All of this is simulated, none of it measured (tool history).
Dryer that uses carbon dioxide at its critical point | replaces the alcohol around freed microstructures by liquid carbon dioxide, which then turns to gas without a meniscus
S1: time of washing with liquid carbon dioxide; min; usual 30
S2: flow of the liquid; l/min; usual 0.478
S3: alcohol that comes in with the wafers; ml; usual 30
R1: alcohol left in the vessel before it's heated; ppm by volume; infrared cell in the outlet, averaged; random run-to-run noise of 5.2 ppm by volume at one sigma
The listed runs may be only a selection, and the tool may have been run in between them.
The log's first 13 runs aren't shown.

run	hour	S1	S2	S3	R1
14	191.2	30	0.484	30	145
15	207.5	30	0.484	30	142
16	227.0	30	0.484	30	141
17	244.3	30	0.484	30	146
18	260.3	30	0.478	30	158
19	273.1	30	0.478	30	154
20	288.8	42	0.478	113	106
21	301.5	23	0.308	36	1930
22	312.2	22	0.578	43	374
23	322.2	22	0.578	43	370
24	339.6	26	0.384	102	2175
25	349.9	25	0.403	25	516
26	358.6	28	0.403	92	1302
27	372.5	41	0.649	22	26
28	381.7	41	0.649	22	19
29	392.3	41	0.649	22	25
30	410.6	33	0.649	22	43
31	429.1	30	0.387	64	898
32	438.9	30	0.387	64	916
33	458.5	30	0.387	64	893
34	467.3	40	0.468	21	63
35	479.8	24	0.297	30	1752
36	497.1	24	0.297	30	1727
37	507.8	27	0.740	30	58
38	515.8	27	0.740	30	58

Predict each of these 3 candidate next runs independently; none follows another, all start after run 38:
A	527.7	33	0.408	108	?
B	527.7	27	0.564	30	?
C	527.7	35	0.503	30	?

run	R1
A	928
B	175
C	95
The same runs, with their run-to-run variation unchanged, on a tool lacking any hidden condition would have given:
run	R1
A	442
B	75
C	32
